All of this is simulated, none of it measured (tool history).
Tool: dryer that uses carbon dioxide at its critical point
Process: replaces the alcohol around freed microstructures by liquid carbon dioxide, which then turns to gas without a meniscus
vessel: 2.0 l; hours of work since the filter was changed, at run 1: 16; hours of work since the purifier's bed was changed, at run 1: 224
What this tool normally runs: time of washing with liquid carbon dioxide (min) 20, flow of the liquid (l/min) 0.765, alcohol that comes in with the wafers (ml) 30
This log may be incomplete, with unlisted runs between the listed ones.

run     day  time of washing with liquid carbon dioxide (min)  flow of the liquid (l/min)  alcohol that comes in with the wafers (ml)  hours of work since the filter was changed  hours of work since the purifier's bed was changed  alcohol left in the vessel before it's heated (ppm by volume)
  1       0                                                20                       0.765                                          30                                          16                                                 224                                                            139
  2   0.958                                                20                       0.765                                          30                                          23                                                 231                                                            147
  3   1.717                                                20                       0.765                                          30                                          28                                                 236                                                            135
  4   2.692                                                20                       0.558                                          30                                          35                                                 244                                                            281
  5   3.704                                                20                       0.558                                          30                                          43                                                 251                                                            284
  6   4.904                                                20                       0.765                                          30                                          52                                                 260                                                            149
  7   6.071                                                20                       0.765                                          30                                          60                                                 268                                                            154
  8   6.596                                                20                       0.765                                          30                                          64                                                 272                                                            149
  9   7.421                                                20                       0.765                                          86                                          70                                                 278                                                            246
 10    8.25                                                20                       0.765                                          86                                          76                                                 284                                                            228
 11   9.179                                                20                       0.765                                          30                                          83                                                 291                                                            164
 12  10.417                                                20                       0.765                                          30                                          92                                                 300                                                            169
 13  11.462                                                20                       0.765                                          30                                          99                                                 307                                                            158
 14  12.708                                                20                       0.765                                          30                                         108                                                 316                                                            180
 15  13.875                                                17                       0.765                                          30                                         117                                                 325                                                            237
 16  14.579                                                17                       0.765                                          30                                         122                                                 330                                                            242
 17  15.533                                                17                       0.765                                          30                                         129                                                 337                                                            248
 18  16.692                                                17                       0.765                                          30                                         137                                                 345                                                            256
 19  17.538                                                25                       0.597                                          84                                         143                                                 352                                                            309
 20  18.354                                                13                       0.706                                          84                                         149                                                 357                                                           1593
 21  19.488                                                13                       0.706                                          84                                         158                                                 366                                                           1580
 22  20.596                                                13                       0.706                                         101                                         166                                                 374                                                           1818
 23  21.579                                                21                       0.543                                          99                                         173                                                 381                                                            864
 24  22.575                                                21                       0.543                                          99                                         180                                                 388                                                            872
 25  23.133                                                21                       0.804                                          99                                         184                                                 392                                                            271
 26  24.338                                                21                       0.804                                          99                                         193                                                 401                                                            268
 27  25.025                                                23                       0.968                                          30                                         198                                                 406                                                            159

Run 28, settings as shown, results not yet in. Your forecast:
 28  26.225                                                20                       0.587                                         105                                         207                                                 415                                                              ?

alcohol left in the vessel before it's heated (ppm by volume): 894
Take away the tool's hidden state, keep the run-to-run variation as it was, and the same run would have given alcohol left in the vessel before it's heated (ppm by volume) 478.
